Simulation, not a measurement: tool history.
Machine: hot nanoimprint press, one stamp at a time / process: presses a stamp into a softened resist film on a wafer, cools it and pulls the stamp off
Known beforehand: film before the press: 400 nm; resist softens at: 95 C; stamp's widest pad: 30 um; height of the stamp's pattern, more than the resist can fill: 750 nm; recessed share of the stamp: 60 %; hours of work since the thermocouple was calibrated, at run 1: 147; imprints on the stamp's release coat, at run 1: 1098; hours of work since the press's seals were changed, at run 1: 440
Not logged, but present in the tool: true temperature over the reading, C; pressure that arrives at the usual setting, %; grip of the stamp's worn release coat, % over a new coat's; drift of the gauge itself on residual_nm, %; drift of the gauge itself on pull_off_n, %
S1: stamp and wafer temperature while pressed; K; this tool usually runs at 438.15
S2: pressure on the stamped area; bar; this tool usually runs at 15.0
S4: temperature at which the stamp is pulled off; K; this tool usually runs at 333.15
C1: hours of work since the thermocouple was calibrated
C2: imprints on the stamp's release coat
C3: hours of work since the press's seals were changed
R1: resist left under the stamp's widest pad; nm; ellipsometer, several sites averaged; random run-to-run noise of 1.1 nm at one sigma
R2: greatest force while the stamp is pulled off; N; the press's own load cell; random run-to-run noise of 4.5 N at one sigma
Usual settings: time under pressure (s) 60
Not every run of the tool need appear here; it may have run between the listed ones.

{"run": 1, "hour": 0.0, "S1": 438.15, "S2": 15.0, "time under pressure (s)": 60, "S4": 333.15, "C1": 147, "C2": 1098, "C3": 440, "R1": 168.2, "R2": 342}
{"run": 2, "hour": 36.8, "S1": 438.15, "S2": 15.0, "time under pressure (s)": 60, "S4": 333.15, "C1": 172, "C2": 1188, "C3": 465, "R1": 169.7, "R2": 333}
{"run": 3, "hour": 74.5, "S1": 438.15, "S2": 15.0, "time under pressure (s)": 60, "S4": 333.15, "C1": 198, "C2": 1280, "C3": 491, "R1": 169.1, "R2": 351}
{"run": 4, "hour": 108.2, "S1": 438.15, "S2": 15.0, "time under pressure (s)": 60, "S4": 333.15, "C1": 222, "C2": 1363, "C3": 515, "R1": 169.3, "R2": 355}
{"run": 5, "hour": 160.5, "S1": 438.15, "S2": 15.0, "time under pressure (s)": 60, "S4": 333.15, "C1": 258, "C2": 1490, "C3": 551, "R1": 173.8, "R2": 376}
{"hour": 203.1, "done": "stamp cleaned and given a new release coat"}
{"run": 6, "hour": 223.0, "S1": 438.15, "S2": 15.0, "time under pressure (s)": 60, "S4": 333.15, "C1": 297, "C2": 48, "C3": 590, "R1": 174.7, "R2": 233}
{"run": 7, "hour": 261.8, "S1": 438.15, "S2": 15.0, "time under pressure (s)": 60, "S4": 333.15, "C1": 324, "C2": 143, "C3": 617, "R1": 175.3, "R2": 236}
{"run": 8, "hour": 307.1, "S1": 438.15, "S2": 15.0, "time under pressure (s)": 60, "S4": 333.15, "C1": 355, "C2": 254, "C3": 648, "R1": 177.9, "R2": 241}
{"hour": 334.3, "done": "plate thermocouple calibrated"}
{"run": 9, "hour": 350.6, "S1": 438.15, "S2": 15.0, "time under pressure (s)": 60, "S4": 333.15, "C1": 11, "C2": 353, "C3": 676, "R1": 161.9, "R2": 260}
{"run": 10, "hour": 385.8, "S1": 438.15, "S2": 15.0, "time under pressure (s)": 82, "S4": 333.15, "C1": 36, "C2": 439, "C3": 701, "R1": 141.7, "R2": 254}
{"run": 11, "hour": 431.6, "S1": 438.15, "S2": 15.0, "time under pressure (s)": 82, "S4": 333.15, "C1": 67, "C2": 551, "C3": 732, "R1": 143.5, "R2": 270}
{"run": 12, "hour": 459.0, "S1": 438.15, "S2": 15.0, "time under pressure (s)": 60, "S4": 333.15, "C1": 86, "C2": 618, "C3": 751, "R1": 163.9, "R2": 284}
{"run": 13, "hour": 510.7, "S1": 438.15, "S2": 15.0, "time under pressure (s)": 60, "S4": 333.15, "C1": 122, "C2": 744, "C3": 787, "R1": 165.9, "R2": 296}
{"run": 14, "hour": 558.4, "S1": 438.15, "S2": 15.0, "time under pressure (s)": 60, "S4": 333.15, "C1": 155, "C2": 861, "C3": 820, "R1": 166.7, "R2": 307}
{"run": 15, "hour": 620.8, "S1": 438.15, "S2": 15.0, "time under pressure (s)": 60, "S4": 326.15, "C1": 198, "C2": 1013, "C3": 863, "R1": 169.7, "R2": 359}
{"run": 16, "hour": 653.7, "S1": 438.15, "S2": 15.0, "time under pressure (s)": 60, "S4": 338.15, "C1": 221, "C2": 1094, "C3": 886, "R1": 169.5, "R2": 307}
{"run": 17, "hour": 685.2, "S1": 430.15, "S2": 19.2, "time under pressure (s)": 60, "S4": 333.15, "C1": 243, "C2": 1170, "C3": 908, "R1": 244.8, "R2": 333}
{"run": 18, "hour": 713.0, "S1": 431.15, "S2": 17.8, "time under pressure (s)": 67, "S4": 333.15, "C1": 262, "C2": 1238, "C3": 927, "R1": 230.0, "R2": 345}
{"run": 19, "hour": 751.2, "S1": 431.15, "S2": 17.8, "time under pressure (s)": 67, "S4": 328.15, "C1": 289, "C2": 1332, "C3": 954, "R1": 233.8, "R2": 387}
{"run": 20, "hour": 798.6, "S1": 431.15, "S2": 17.8, "time under pressure (s)": 67, "S4": 328.15, "C1": 322, "C2": 1448, "C3": 987, "R1": 234.8, "R2": 395}
{"hour": 855.0, "done": "stamp cleaned and given a new release coat"}
{"run": 21, "hour": 856.2, "S1": 431.15, "S2": 17.8, "time under pressure (s)": 67, "S4": 320.15, "C1": 357, "C2": 3, "C3": 1022, "R1": 232.4, "R2": 286}
{"hour": 878.5, "done": "plate thermocouple calibrated"}
{"run": 22, "hour": 905.8, "S1": 438.15, "S2": 15.0, "time under pressure (s)": 60, "S4": 329.15, "C1": 19, "C2": 116, "C3": 1055, "R1": 164.2, "R2": 249}
{"run": 23, "hour": 938.5, "S1": 438.15, "S2": 15.0, "time under pressure (s)": 60, "S4": 329.15, "C1": 42, "C2": 196, "C3": 1077, "R1": 164.9, "R2": 248}
{"run": 24, "hour": 978.9, "S1": 431.15, "S2": 20.9, "time under pressure (s)": 32, "S4": 332.15, "C1": 70, "C2": 295, "C3": 1105, "R1": 263.7, "R2": 257}
{"run": 25, "hour": 1028.2, "S1": 436.15, "S2": 11.0, "time under pressure (s)": 104, "S4": 333.15, "C1": 104, "C2": 416, "C3": 1139, "R1": 170.0, "R2": 253}
{"run": 26, "hour": 1070.0, "S1": 430.15, "S2": 9.7, "time under pressure (s)": 60, "S4": 321.15, "C1": 133, "C2": 518, "C3": 1168, "R1": 286.0, "R2": 320}
{"run": 27, "hour": 1118.5, "S1": 446.15, "S2": 10.1, "time under pressure (s)": 60, "S4": 333.15, "C1": 166, "C2": 636, "C3": 1202, "R1": 124.8, "R2": 292}
{"run": 28, "hour": 1147.1, "S1": 449.15, "S2": 14.0, "time under pressure (s)": 60, "S4": 333.15, "C1": 186, "C2": 706, "C3": 1222, "R1": 93.4, "R2": 299}
{"run": 29, "hour": 1177.4, "S1": 438.15, "S2": 15.0, "time under pressure (s)": 44, "S4": 335.15, "C1": 207, "C2": 780, "C3": 1243, "R1": 195.9, "R2": 284}

What will run 30 give?
{"hour": 1224.6, "done": "press's hydraulic seals changed and the load cell set to zero"}
{"run": 30, "hour": 1228.5, "S1": 437.15, "S2": 11.9, "time under pressure (s)": 54, "S4": 321.15, "C1": 237, "C2": 885, "C3": 3, "R1": "?", "R2": "?"}

Run 30 measured R1 205.7 nm, R2 377 N.
If the tool had no hidden condition, the same run with the same run-to-run variation would have returned R1 195.2 nm, R2 268 N.
